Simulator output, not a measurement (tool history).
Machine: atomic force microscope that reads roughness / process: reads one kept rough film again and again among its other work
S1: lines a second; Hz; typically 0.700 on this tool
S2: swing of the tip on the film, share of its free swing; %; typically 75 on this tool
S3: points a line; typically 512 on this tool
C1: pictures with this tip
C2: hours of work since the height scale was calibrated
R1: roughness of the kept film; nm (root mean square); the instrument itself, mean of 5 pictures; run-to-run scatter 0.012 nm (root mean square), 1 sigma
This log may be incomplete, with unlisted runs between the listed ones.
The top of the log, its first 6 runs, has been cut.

| run | day | S1 | S2 | S3 | C1 | C2 | R1 |
|---|---|---|---|---|---|---|---|
| 7 | 10.675 | 0.700 | 75 | 840 | 202 | 1027 | 2.444 |
|  | 11.742 | new tip fitted |
| 8 | 11.996 | 0.700 | 75 | 964 | 9 | 1051 | 2.676 |
| 9 | 14.004 | 0.700 | 75 | 343 | 84 | 1087 | 2.562 |
| 10 | 15.942 | 0.700 | 56 | 512 | 155 | 1123 | 2.580 |
| 11 | 17.758 | 0.700 | 75 | 398 | 222 | 1156 | 2.417 |
|  | 18.450 | new tip fitted |
| 12 | 19.617 | 0.700 | 75 | 398 | 43 | 1190 | 2.613 |
|  | 19.896 | height scale calibrated on a step standard |
| 13 | 20.688 | 0.700 | 74 | 512 | 81 | 15 | 2.652 |
| 14 | 22.421 | 0.700 | 74 | 512 | 146 | 46 | 2.566 |
| 15 | 23.812 | 0.700 | 75 | 512 | 197 | 72 | 2.467 |
|  | 25.050 | new tip fitted |
| 16 | 25.317 | 0.700 | 75 | 512 | 10 | 99 | 2.741 |
| 17 | 27.488 | 0.700 | 75 | 512 | 90 | 139 | 2.629 |
| 18 | 29.542 | 0.700 | 75 | 512 | 166 | 177 | 2.542 |
| 19 | 31.346 | 0.700 | 75 | 512 | 233 | 210 | 2.439 |
|  | 31.679 | new tip fitted |
| 20 | 32.338 | 0.700 | 75 | 512 | 25 | 227 | 2.708 |
| 21 | 34.579 | 0.827 | 75 | 512 | 108 | 268 | 2.570 |
| 22 | 36.512 | 0.827 | 75 | 512 | 179 | 304 | 2.488 |
| 23 | 37.846 | 0.700 | 75 | 512 | 228 | 328 | 2.448 |
|  | 38.262 | new tip fitted |
| 24 | 40.100 | 0.700 | 75 | 512 | 68 | 369 | 2.663 |
| 25 | 42.138 | 1.220 | 75 | 512 | 143 | 407 | 2.434 |
| 26 | 43.646 | 1.220 | 75 | 512 | 199 | 434 | 2.370 |
|  | 44.788 | new tip fitted |
| 27 | 45.221 | 1.220 | 75 | 512 | 16 | 463 | 2.573 |
| 28 | 46.233 | 1.220 | 59 | 477 | 53 | 481 | 2.705 |

For run 29, what comes out?
| 29 | 47.667 | 1.742 | 87 | 406 | 106 | 508 | ? |

Run 29 came out at R1 2.140 nm (root mean square).
Were there no unlogged condition in the tool, this run, its random variation unchanged, would have produced R1 2.287 nm (root mean square).

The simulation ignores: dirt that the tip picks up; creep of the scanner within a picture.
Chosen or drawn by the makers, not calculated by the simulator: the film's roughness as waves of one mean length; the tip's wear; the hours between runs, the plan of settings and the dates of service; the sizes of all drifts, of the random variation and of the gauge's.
